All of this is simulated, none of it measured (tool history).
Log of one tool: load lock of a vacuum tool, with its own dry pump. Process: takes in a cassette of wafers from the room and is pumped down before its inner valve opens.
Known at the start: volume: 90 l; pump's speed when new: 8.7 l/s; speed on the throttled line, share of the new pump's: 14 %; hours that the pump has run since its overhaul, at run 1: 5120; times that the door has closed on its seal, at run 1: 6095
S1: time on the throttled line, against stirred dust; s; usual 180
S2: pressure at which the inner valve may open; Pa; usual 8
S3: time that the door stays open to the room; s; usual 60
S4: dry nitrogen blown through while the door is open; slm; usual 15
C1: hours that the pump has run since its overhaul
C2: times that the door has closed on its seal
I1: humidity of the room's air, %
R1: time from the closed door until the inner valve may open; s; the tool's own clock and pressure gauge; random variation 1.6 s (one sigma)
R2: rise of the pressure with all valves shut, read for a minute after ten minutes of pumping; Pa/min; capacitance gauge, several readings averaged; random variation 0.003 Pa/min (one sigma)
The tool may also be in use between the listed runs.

run 1 hour=0 | S1=180 S2=8 S3=60 S4=15 | C1=5120 C2=6095 | I1=41.7 | R1=256.4 R2=0.068
run 2 hour=69.3 | S1=180 S2=8 S3=60 S4=15 | C1=5190 C2=6210 | I1=42 | R1=257.7 R2=0.07
run 3 hour=132.2 | S1=180 S2=9 S3=60 S4=15 | C1=5252 C2=6314 | I1=41.4 | R1=256.1 R2=0.07
run 4 hour=198.9 | S1=180 S2=9 S3=60 S4=15 | C1=5319 C2=6425 | I1=43.4 | R1=258.3 R2=0.067
run 5 hour=238.5 | S1=180 S2=9 S3=60 S4=15 | C1=5359 C2=6490 | I1=44.7 | R1=255.1 R2=0.077
run 6 hour=326.1 | S1=180 S2=9 S3=60 S4=15 | C1=5446 C2=6636 | I1=44.7 | R1=255.8 R2=0.074
run 7 hour=412.4 | S1=180 S2=8 S3=60 S4=15 | C1=5533 C2=6779 | I1=45.6 | R1=255.2 R2=0.076
run 8 hour=468.2 | S1=180 S2=8 S3=60 S4=15 | C1=5588 C2=6871 | I1=43.2 | R1=256.2 R2=0.077
run 9 hour=534.6 | S1=180 S2=8 S3=60 S4=15 | C1=5655 C2=6981 | I1=47.1 | R1=257.9 R2=0.071
run 10 hour=611.5 | S1=180 S2=8 S3=60 S4=15 | C1=5732 C2=7109 | I1=49.6 | R1=260.5 R2=0.087
run 11 hour=681.1 | S1=180 S2=8 S3=60 S4=15 | C1=5801 C2=7224 | I1=44.7 | R1=257.2 R2=0.086
run 12 hour=735.1 | S1=180 S2=8 S3=60 S4=15 | C1=5855 C2=7314 | I1=43.7 | R1=254 R2=0.078
run 13 hour=796.1 | S1=180 S2=8 S3=60 S4=15 | C1=5916 C2=7415 | I1=48.6 | R1=256.4 R2=0.082
run 14 hour=866.5 | S1=180 S2=8 S3=60 S4=15 | C1=5987 C2=7532 | I1=43.9 | R1=257.5 R2=0.079
run 15 hour=928.7 | S1=180 S2=8 S3=60 S4=15 | C1=6049 C2=7635 | I1=45.9 | R1=258.1 R2=0.08
run 16 hour=1022.1 | S1=180 S2=8 S3=60 S4=15 | C1=6142 C2=7790 | I1=44.8 | R1=257.2 R2=0.087
run 17 hour=1063.2 | S1=180 S2=8 S3=60 S4=15 | C1=6183 C2=7858 | I1=46.6 | R1=258.2 R2=0.087
run 18 hour=1151.7 | S1=180 S2=8 S3=60 S4=5 | C1=6272 C2=8004 | I1=44.5 | R1=256 R2=0.096
run 19 hour=1246.4 | S1=126 S2=8 S3=188 S4=5 | C1=6367 C2=8161 | I1=45.4 | R1=210.8 R2=0.185
run 20 hour=1294.5 | S1=145 S2=11 S3=38 S4=11 | C1=6415 C2=8241 | I1=43.5 | R1=224.2 R2=0.078
run 21 hour=1382.4 | S1=144 S2=8 S3=103 S4=5 | C1=6503 C2=8387 | I1=45.7 | R1=227.9 R2=0.136
run 22 hour=1429.4 | S1=92 S2=8 S3=60 S4=31 | C1=6550 C2=8465 | I1=42.5 | R1=184.4 R2=0.075
run 23 hour=1494 | S1=300 S2=8 S3=60 S4=9 | C1=6614 C2=8572 | I1=45.6 | R1=359.5 R2=0.096
run 24 hour=1539.1 | S1=284 S2=8 S3=71 S4=15 | C1=6659 C2=8647 | I1=42.6 | R1=346.3 R2=0.097
run 25 hour=1594.7 | S1=304 S2=8 S3=33 S4=15 | C1=6715 C2=8739 | I1=46 | R1=367.3 R2=0.072
run 26 hour=1656.4 | S1=304 S2=8 S3=33 S4=15 | C1=6777 C2=8841 | I1=46.2 | R1=365.6 R2=0.082
run 27 hour=1750.8 | S1=304 S2=8 S3=33 S4=15 | C1=6871 C2=8998 | I1=46.2 | R1=364.4 R2=0.082

Run 28 comes next. What will it give?
run 28 hour=1841.6 | S1=180 S2=8 S3=60 S4=11 | C1=6962 C2=9148 | I1=43.3 | R1=? R2=?

R1: 258 s
R2: 0.095 Pa/min
Without the tool's hidden state the same run would have given R1 252.6 s, R2 0.049 Pa/min.
